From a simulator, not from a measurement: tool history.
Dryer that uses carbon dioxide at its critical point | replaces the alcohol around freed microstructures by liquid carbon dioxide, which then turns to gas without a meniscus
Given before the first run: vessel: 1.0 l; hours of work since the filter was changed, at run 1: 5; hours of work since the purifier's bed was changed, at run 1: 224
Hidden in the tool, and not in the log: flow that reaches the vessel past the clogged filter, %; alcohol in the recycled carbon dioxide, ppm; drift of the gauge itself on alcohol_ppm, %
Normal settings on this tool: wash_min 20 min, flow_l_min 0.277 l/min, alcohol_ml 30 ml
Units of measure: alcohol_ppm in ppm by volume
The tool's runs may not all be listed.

run	hour	wash_min	flow_l_min	alcohol_ml	hours of work since the filter was changed	hours of work since the purifier's bed was changed	alcohol_ppm
1	0	20	0.277	30	5	224	283
2	19.9	20	0.215	30	12	231	753
3	39.6	20	0.215	30	18	238	780
4	61.1	20	0.277	23	26	245	250
5	86.5	20	0.277	23	35	254	251
6	103.3	20	0.185	23	41	260	1041
7	118.8	20	0.431	30	46	265	120
8	142.8	20	0.431	30	54	273	115
9	172	20	0.431	30	65	284	132
10	204.2	20	0.384	30	76	295	135
11	221.3	20	0.384	30	82	301	153
12	252	13	0.384	30	92	312	466
13	271.4	30	0.458	20	99	318	138
14	299.9	23	0.173	33	109	328	1348
15	329.9	23	0.173	33	120	339	1402
16	360.2	20	0.277	73	130	349	805
17	380.6	20	0.277	73	137	356	826
18	399.2	20	0.277	73	144	363	810
19	422.7	23	0.229	26	152	371	483
20	440.2	20	0.255	50	158	377	843
21	463.1	23	0.277	30	166	385	300

What if the next run were any one of these 4? Each begins from the tool's condition after run 21:
A	492	15	0.429	20	176	395	?
B	492	23	0.255	27	176	395	?
C	492	23	0.226	81	176	395	?
D	492	20	0.277	48	176	395	?

run	alcohol_ppm
A	228
B	370
C	1360
D	674
The same runs, with their run-to-run variation unchanged, on a tool lacking any hidden condition would have given:
run	alcohol_ppm
A	48
B	139
C	797
D	333
